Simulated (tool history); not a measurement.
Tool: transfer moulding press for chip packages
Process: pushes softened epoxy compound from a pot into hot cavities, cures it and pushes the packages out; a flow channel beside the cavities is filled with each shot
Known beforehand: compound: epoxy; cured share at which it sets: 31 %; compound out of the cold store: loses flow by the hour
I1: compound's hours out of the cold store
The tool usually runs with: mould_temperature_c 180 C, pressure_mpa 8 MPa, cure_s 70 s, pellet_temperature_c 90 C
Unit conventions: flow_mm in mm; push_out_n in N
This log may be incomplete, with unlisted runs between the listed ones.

{"run": 1, "hour": 0.0, "mould_temperature_c": 180, "pressure_mpa": 8, "cure_s": 70, "pellet_temperature_c": 90, "I1": 22.4, "flow_mm": 772, "push_out_n": 754}
{"hour": 13.1, "done": "cavities cleaned with cleaning compound and waxed"}
{"run": 2, "hour": 54.2, "mould_temperature_c": 180, "pressure_mpa": 8, "cure_s": 70, "pellet_temperature_c": 90, "I1": 32.8, "flow_mm": 728, "push_out_n": 766}
{"hour": 64.8, "done": "cavities cleaned with cleaning compound and waxed"}
{"run": 3, "hour": 107.1, "mould_temperature_c": 180, "pressure_mpa": 8, "cure_s": 70, "pellet_temperature_c": 90, "I1": 35.2, "flow_mm": 722, "push_out_n": 796}
{"hour": 117.1, "done": "cavities cleaned with cleaning compound and waxed"}
{"hour": 146.2, "done": "plunger's sealing rings changed"}
{"run": 4, "hour": 164.2, "mould_temperature_c": 180, "pressure_mpa": 8, "cure_s": 70, "pellet_temperature_c": 90, "I1": 15.9, "flow_mm": 837, "push_out_n": 824}
{"hour": 174.6, "done": "cavities cleaned with cleaning compound and waxed"}
{"run": 5, "hour": 206.1, "mould_temperature_c": 180, "pressure_mpa": 8, "cure_s": 70, "pellet_temperature_c": 84, "I1": 25, "flow_mm": 797, "push_out_n": 770}
{"hour": 226.4, "done": "cavities cleaned with cleaning compound and waxed"}
{"run": 6, "hour": 242.0, "mould_temperature_c": 180, "pressure_mpa": 8, "cure_s": 70, "pellet_temperature_c": 84, "I1": 31.6, "flow_mm": 773, "push_out_n": 651}
{"hour": 278.8, "done": "cavities cleaned with cleaning compound and waxed"}
{"run": 7, "hour": 292.3, "mould_temperature_c": 180, "pressure_mpa": 8, "cure_s": 70, "pellet_temperature_c": 90, "I1": 38.4, "flow_mm": 734, "push_out_n": 605}
{"hour": 329.9, "done": "cavities cleaned with cleaning compound and waxed"}
{"run": 8, "hour": 331.6, "mould_temperature_c": 180, "pressure_mpa": 8, "cure_s": 70, "pellet_temperature_c": 90, "I1": 38.1, "flow_mm": 735, "push_out_n": 493}
{"run": 9, "hour": 361.5, "mould_temperature_c": 180, "pressure_mpa": 8, "cure_s": 70, "pellet_temperature_c": 90, "I1": 12.7, "flow_mm": 827, "push_out_n": 804}
{"hour": 380.8, "done": "cavities cleaned with cleaning compound and waxed"}
{"run": 10, "hour": 403.6, "mould_temperature_c": 180, "pressure_mpa": 8, "cure_s": 70, "pellet_temperature_c": 90, "I1": 16.2, "flow_mm": 814, "push_out_n": 756}
{"hour": 432.6, "done": "cavities cleaned with cleaning compound and waxed"}
{"run": 11, "hour": 432.7, "mould_temperature_c": 180, "pressure_mpa": 8, "cure_s": 70, "pellet_temperature_c": 90, "I1": 22, "flow_mm": 784, "push_out_n": 499}
{"run": 12, "hour": 468.4, "mould_temperature_c": 180, "pressure_mpa": 8, "cure_s": 70, "pellet_temperature_c": 90, "I1": 32.4, "flow_mm": 739, "push_out_n": 771}
{"hour": 484.0, "done": "cavities cleaned with cleaning compound and waxed"}
{"run": 13, "hour": 519.0, "mould_temperature_c": 180, "pressure_mpa": 8, "cure_s": 73, "pellet_temperature_c": 90, "I1": 44.6, "flow_mm": 689, "push_out_n": 659}
{"hour": 535.6, "done": "cavities cleaned with cleaning compound and waxed"}
{"run": 14, "hour": 547.6, "mould_temperature_c": 183, "pressure_mpa": 8, "cure_s": 73, "pellet_temperature_c": 90, "I1": 46, "flow_mm": 670, "push_out_n": 475}
{"hour": 587.1, "done": "cavities cleaned with cleaning compound and waxed"}
{"run": 15, "hour": 587.4, "mould_temperature_c": 183, "pressure_mpa": 9.06, "cure_s": 104, "pellet_temperature_c": 90, "I1": 37.1, "flow_mm": 751, "push_out_n": 299}
{"hour": 619.6, "done": "plunger's sealing rings changed"}
{"hour": 641.8, "done": "cavities cleaned with cleaning compound and waxed"}
{"run": 16, "hour": 643.3, "mould_temperature_c": 180, "pressure_mpa": 6.77, "cure_s": 56, "pellet_temperature_c": 90, "I1": 11.8, "flow_mm": 783, "push_out_n": 974}
{"run": 17, "hour": 667.0, "mould_temperature_c": 180, "pressure_mpa": 8.45, "cure_s": 70, "pellet_temperature_c": 90, "I1": 18.6, "flow_mm": 835, "push_out_n": 750}
{"hour": 693.6, "done": "cavities cleaned with cleaning compound and waxed"}
{"run": 18, "hour": 720.4, "mould_temperature_c": 179, "pressure_mpa": 9.49, "cure_s": 70, "pellet_temperature_c": 90, "I1": 14, "flow_mm": 917, "push_out_n": 807}
{"hour": 746.3, "done": "cavities cleaned with cleaning compound and waxed"}
{"run": 19, "hour": 768.8, "mould_temperature_c": 179, "pressure_mpa": 9.49, "cure_s": 105, "pellet_temperature_c": 90, "I1": 33.2, "flow_mm": 811, "push_out_n": 451}
{"hour": 797.7, "done": "cavities cleaned with cleaning compound and waxed"}
{"run": 20, "hour": 817.7, "mould_temperature_c": 181, "pressure_mpa": 8.9, "cure_s": 75, "pellet_temperature_c": 90, "I1": 42, "flow_mm": 746, "push_out_n": 530}
{"hour": 848.8, "done": "cavities cleaned with cleaning compound and waxed"}
{"run": 21, "hour": 853.0, "mould_temperature_c": 181, "pressure_mpa": 6.25, "cure_s": 75, "pellet_temperature_c": 85, "I1": 40.8, "flow_mm": 631, "push_out_n": 432}
{"hour": 900.6, "done": "cavities cleaned with cleaning compound and waxed"}
{"run": 22, "hour": 905.1, "mould_temperature_c": 181, "pressure_mpa": 6.25, "cure_s": 75, "pellet_temperature_c": 85, "I1": 9.6, "flow_mm": 734, "push_out_n": 485}
{"run": 23, "hour": 947.0, "mould_temperature_c": 186, "pressure_mpa": 6.85, "cure_s": 90, "pellet_temperature_c": 88, "I1": 17.2, "flow_mm": 729, "push_out_n": 476}
{"hour": 954.5, "done": "cavities cleaned with cleaning compound and waxed"}
{"run": 24, "hour": 981.1, "mould_temperature_c": 182, "pressure_mpa": 8, "cure_s": 64, "pellet_temperature_c": 93, "I1": 10.7, "flow_mm": 812, "push_out_n": 815}
{"hour": 1006.5, "done": "cavities cleaned with cleaning compound and waxed"}
{"run": 25, "hour": 1034.0, "mould_temperature_c": 180, "pressure_mpa": 6.26, "cure_s": 107, "pellet_temperature_c": 90, "I1": 12.1, "flow_mm": 708, "push_out_n": 456}
{"hour": 1058.7, "done": "cavities cleaned with cleaning compound and waxed"}
{"run": 26, "hour": 1078.4, "mould_temperature_c": 178, "pressure_mpa": 8, "cure_s": 70, "pellet_temperature_c": 88, "I1": 10.4, "flow_mm": 812, "push_out_n": 884}
{"hour": 1094.8, "done": "plunger's sealing rings changed"}
{"hour": 1112.3, "done": "cavities cleaned with cleaning compound and waxed"}
{"run": 27, "hour": 1112.3, "mould_temperature_c": 180, "pressure_mpa": 8, "cure_s": 58, "pellet_temperature_c": 83, "I1": 21.4, "flow_mm": 817, "push_out_n": 893}

The logged runs with the hidden state left out (each run's random variation unchanged):
Hidden state at play: true mould temperature over the reading, C; pressure that reaches the compound, % of what is set; grip of the stained cavities, % over clean ones'; drift of the gauge itself on flow_mm, %; drift of the gauge itself on push_out_n, %.
run=1 flow_mm=811 push_out_n=483
run=2 flow_mm=771 push_out_n=478
run=3 flow_mm=770 push_out_n=493
run=4 flow_mm=841 push_out_n=503
run=5 flow_mm=805 push_out_n=504
run=6 flow_mm=784 push_out_n=492
run=7 flow_mm=750 push_out_n=460
run=8 flow_mm=755 push_out_n=466
run=9 flow_mm=853 push_out_n=525
run=10 flow_mm=844 push_out_n=529
run=11 flow_mm=817 push_out_n=491
run=12 flow_mm=774 push_out_n=489
run=13 flow_mm=727 push_out_n=416
run=14 flow_mm=710 push_out_n=374
run=15 flow_mm=801 push_out_n=288
run=16 flow_mm=787 push_out_n=922
run=17 flow_mm=842 push_out_n=500
run=18 flow_mm=931 push_out_n=533
run=19 flow_mm=829 push_out_n=311
run=20 flow_mm=768 push_out_n=379
run=21 flow_mm=653 push_out_n=386
run=22 flow_mm=766 push_out_n=427
run=23 flow_mm=767 push_out_n=284
run=24 flow_mm=858 push_out_n=545
run=25 flow_mm=754 push_out_n=315
run=26 flow_mm=871 push_out_n=608
run=27 flow_mm=818 push_out_n=853
